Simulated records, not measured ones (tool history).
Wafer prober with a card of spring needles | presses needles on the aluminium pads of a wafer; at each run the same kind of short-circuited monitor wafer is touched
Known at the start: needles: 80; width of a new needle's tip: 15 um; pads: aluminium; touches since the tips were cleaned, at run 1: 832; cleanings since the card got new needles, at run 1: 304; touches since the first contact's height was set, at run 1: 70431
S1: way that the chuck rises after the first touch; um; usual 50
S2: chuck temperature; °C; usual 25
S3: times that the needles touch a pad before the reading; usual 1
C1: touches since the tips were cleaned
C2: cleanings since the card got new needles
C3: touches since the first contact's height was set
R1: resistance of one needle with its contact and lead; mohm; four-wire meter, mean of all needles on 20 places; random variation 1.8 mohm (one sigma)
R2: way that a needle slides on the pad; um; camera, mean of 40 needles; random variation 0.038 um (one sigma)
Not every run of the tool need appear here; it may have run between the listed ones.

| run | hour | S1 | S2 | S3 | C1 | C2 | C3 | R1 | R2 |
|---|---|---|---|---|---|---|---|---|---|
| 1 | 0.0 | 50 | 25 | 1 | 832 | 304 | 70431 | 191 | 7.15 |
|  | 2.2 | tips cleaned on abrasive film |
|  | 5.9 | tips cleaned on abrasive film |
|  | 8.9 | tips cleaned on abrasive film |
|  | 11.8 | tips cleaned on abrasive film |
|  | 15.5 | tips cleaned on abrasive film |
|  | 18.5 | tips cleaned on abrasive film |
|  | 22.1 | tips cleaned on abrasive film |
|  | 25.8 | tips cleaned on abrasive film |
| 2 | 26.1 | 31 | 25 | 1 | 196 | 312 | 86653 | 196 | 4.44 |
|  | 29.1 | tips cleaned on abrasive film |
|  | 32.8 | tips cleaned on abrasive film |
|  | 36.4 | tips cleaned on abrasive film |
|  | 40.1 | tips cleaned on abrasive film |
|  | 43.8 | tips cleaned on abrasive film |
|  | 46.7 | tips cleaned on abrasive film |
| 3 | 49.1 | 31 | 25 | 1 | 1546 | 318 | 101022 | 197 | 4.42 |
|  | 50.0 | tips cleaned on abrasive film |
|  | 52.9 | tips cleaned on abrasive film |
|  | 56.6 | tips cleaned on abrasive film |
|  | 60.3 | tips cleaned on abrasive film |
|  | 63.2 | tips cleaned on abrasive film |
|  | 66.9 | tips cleaned on abrasive film |
|  | 70.6 | tips cleaned on abrasive film |
|  | 73.5 | tips cleaned on abrasive film |
| 4 | 76.0 | 31 | 25 | 1 | 1609 | 326 | 117742 | 197 | 4.44 |
|  | 76.9 | tips cleaned on abrasive film |
|  | 79.8 | tips cleaned on abrasive film |
|  | 83.5 | tips cleaned on abrasive film |
|  | 87.2 | tips cleaned on abrasive film |
|  | 90.1 | tips cleaned on abrasive film |
|  | 93.8 | tips cleaned on abrasive film |
| 5 | 96.4 | 31 | 25 | 1 | 1697 | 332 | 130427 | 198 | 4.43 |
|  | 97.3 | tips cleaned on abrasive film |
|  | 100.2 | tips cleaned on abrasive film |
|  | 103.9 | tips cleaned on abrasive film |
|  | 107.6 | tips cleaned on abrasive film |
|  | 111.2 | tips cleaned on abrasive film |
|  | 114.9 | tips cleaned on abrasive film |
| 6 | 116.0 | 31 | 25 | 1 | 672 | 338 | 142546 | 195 | 4.30 |
|  | 118.2 | tips cleaned on abrasive film |
|  | 121.2 | tips cleaned on abrasive film |
|  | 124.8 | tips cleaned on abrasive film |
|  | 127.8 | tips cleaned on abrasive film |
|  | 131.5 | tips cleaned on abrasive film |
|  | 134.4 | tips cleaned on abrasive film |
| 7 | 135.5 | 37 | 25 | 1 | 661 | 344 | 154656 | 194 | 5.20 |
|  | 137.7 | tips cleaned on abrasive film |
|  | 141.4 | tips cleaned on abrasive film |
|  | 145.1 | tips cleaned on abrasive film |
|  | 148.7 | tips cleaned on abrasive film |
|  | 152.4 | tips cleaned on abrasive film |
|  | 156.1 | tips cleaned on abrasive film |
|  | 159.5 | tips cleaned on abrasive film |
| 8 | 159.5 | 50 | 49 | 1 | 0 | 351 | 169616 | 193 | 6.97 |
|  | 163.2 | tips cleaned on abrasive film |
|  | 166.9 | tips cleaned on abrasive film |
|  | 170.5 | tips cleaned on abrasive film |
|  | 173.5 | tips cleaned on abrasive film |
| 9 | 174.9 | 50 | 49 | 1 | 875 | 355 | 179191 | 196 | 7.05 |
|  | 177.1 | tips cleaned on abrasive film |
|  | 180.1 | tips cleaned on abrasive film |
|  | 183.7 | tips cleaned on abrasive film |
|  | 186.7 | tips cleaned on abrasive film |
|  | 189.7 | tips cleaned on abrasive film |
|  | 193.3 | tips cleaned on abrasive film |
|  | 197.0 | tips cleaned on abrasive film |
|  | 197.3 | height of the first contact set anew |
|  | 200.3 | tips cleaned on abrasive film |
|  | 203.2 | tips cleaned on abrasive film |
| 10 | 204.5 | 50 | 49 | 1 | 850 | 364 | 4514 | 194 | 7.02 |
|  | 206.8 | tips cleaned on abrasive film |
|  | 210.5 | tips cleaned on abrasive film |
|  | 213.4 | tips cleaned on abrasive film |
|  | 217.1 | tips cleaned on abrasive film |
| 11 | 219.5 | 50 | 49 | 1 | 1529 | 368 | 13827 | 196 | 7.00 |
|  | 220.3 | tips cleaned on abrasive film |
|  | 224.0 | tips cleaned on abrasive film |
|  | 226.9 | tips cleaned on abrasive film |
|  | 230.6 | tips cleaned on abrasive film |
|  | 233.9 | tips cleaned on abrasive film |
| 12 | 233.9 | 47 | 48 | 1 | 0 | 373 | 22729 | 196 | 6.57 |
|  | 236.8 | tips cleaned on abrasive film |
|  | 240.5 | tips cleaned on abrasive film |
|  | 243.5 | tips cleaned on abrasive film |
|  | 246.4 | tips cleaned on abrasive film |
|  | 250.1 | tips cleaned on abrasive film |
|  | 253.1 | tips cleaned on abrasive film |
|  | 256.7 | tips cleaned on abrasive film |
|  | 259.7 | tips cleaned on abrasive film |
| 13 | 261.1 | 43 | 89 | 1 | 876 | 381 | 39633 | 207 | 6.03 |
|  | 263.3 | tips cleaned on abrasive film |
|  | 266.3 | tips cleaned on abrasive film |
|  | 269.9 | tips cleaned on abrasive film |
|  | 273.6 | tips cleaned on abrasive film |
|  | 276.6 | tips cleaned on abrasive film |
|  | 279.5 | tips cleaned on abrasive film |
|  | 283.2 | tips cleaned on abrasive film |
| 14 | 284.1 | 67 | 25 | 2 | 572 | 388 | 53942 | 190 | 9.36 |
|  | 286.4 | tips cleaned on abrasive film |
|  | 290.0 | tips cleaned on abrasive film |
|  | 293.0 | tips cleaned on abrasive film |
|  | 296.7 | tips cleaned on abrasive film |
|  | 299.6 | tips cleaned on abrasive film |
|  | 302.6 | tips cleaned on abrasive film |
|  | 306.2 | tips cleaned on abrasive film |
| 15 | 308.0 | 44 | 38 | 2 | 1098 | 395 | 68780 | 195 | 6.17 |
|  | 309.5 | tips cleaned on abrasive film |
|  | 313.2 | tips cleaned on abrasive film |
|  | 316.1 | tips cleaned on abrasive film |
|  | 319.8 | tips cleaned on abrasive film |
| 16 | 320.8 | 44 | 38 | 3 | 634 | 399 | 76741 | 191 | 6.16 |
|  | 323.0 | tips cleaned on abrasive film |
|  | 326.0 | tips cleaned on abrasive film |
|  | 328.9 | tips cleaned on abrasive film |
|  | 330.4 | gauge calibrated |
|  | 332.6 | tips cleaned on abrasive film |
|  | 336.3 | tips cleaned on abrasive film |
|  | 340.0 | tips cleaned on abrasive film |
|  | 343.6 | tips cleaned on abrasive film |
|  | 347.3 | tips cleaned on abrasive film |
|  | 359.3 | card fitted with new needles |
|  | 362.5 | tips cleaned on abrasive film |
| 17 | 362.5 | 69 | 33 | 1 | 0 | 1 | 1949 | 188 | 9.77 |
|  | 366.1 | tips cleaned on abrasive film |
|  | 369.1 | tips cleaned on abrasive film |
|  | 372.8 | tips cleaned on abrasive film |
|  | 376.4 | tips cleaned on abrasive film |
|  | 379.4 | tips cleaned on abrasive film |
|  | 383.1 | tips cleaned on abrasive film |
|  | 386.7 | tips cleaned on abrasive film |
| 18 | 387.5 | 67 | 53 | 1 | 463 | 8 | 17521 | 193 | 9.52 |
|  | 390.3 | tips cleaned on abrasive film |
|  | 393.3 | tips cleaned on abrasive film |
|  | 396.2 | tips cleaned on abrasive film |
|  | 399.9 | tips cleaned on abrasive film |
|  | 403.6 | tips cleaned on abrasive film |
|  | 407.3 | tips cleaned on abrasive film |
|  | 410.2 | tips cleaned on abrasive film |
|  | 413.9 | tips cleaned on abrasive film |
|  | 417.0 | tips cleaned on abrasive film |
| 19 | 417.0 | 67 | 53 | 1 | 0 | 17 | 35836 | 195 | 9.51 |
|  | 420.6 | tips cleaned on abrasive film |
|  | 423.6 | tips cleaned on abrasive film |
|  | 426.5 | tips cleaned on abrasive film |
|  | 429.5 | tips cleaned on abrasive film |
|  | 433.2 | tips cleaned on abrasive film |
|  | 436.8 | tips cleaned on abrasive film |
|  | 440.5 | tips cleaned on abrasive film |
|  | 443.5 | tips cleaned on abrasive film |
| 20 | 444.4 | 67 | 31 | 1 | 608 | 25 | 52928 | 189 | 9.43 |

Pick out some run-to-run changes in R2. Of each, how much would a tool without hidden state show as well, from the settings, what came in and chance, and how much is left for the hidden state and any gauge scatter not in both results compared?
The hidden state here: debris on the tips, nm; way that the needles fall short of the set height, um; tips' diameter, um; drift of the gauge itself on contact_mohm, %; drift of the gauge itself on scrub_um, %.
Run 13 -> 14: S1 43 -> 67, S2 89 -> 25, S3 1 -> 2, tips cleaned on abrasive film, tips cleaned on abrasive film, tips cleaned on abrasive film, tips cleaned on abrasive film, tips cleaned on abrasive film, tips cleaned on abrasive film, tips cleaned on abrasive film. R2 +3.33 um: hidden state -0.09, all else +3.42.
Run 16 -> 17: S1 44 -> 69, S2 38 -> 33, S3 3 -> 1, tips cleaned on abrasive film, tips cleaned on abrasive film, tips cleaned on abrasive film, gauge calibrated, tips cleaned on abrasive film, tips cleaned on abrasive film, tips cleaned on abrasive film, tips cleaned on abrasive film, tips cleaned on abrasive film, card fitted with new needles, tips cleaned on abrasive film. R2 +3.61 um: hidden state +0.17, all else +3.44.
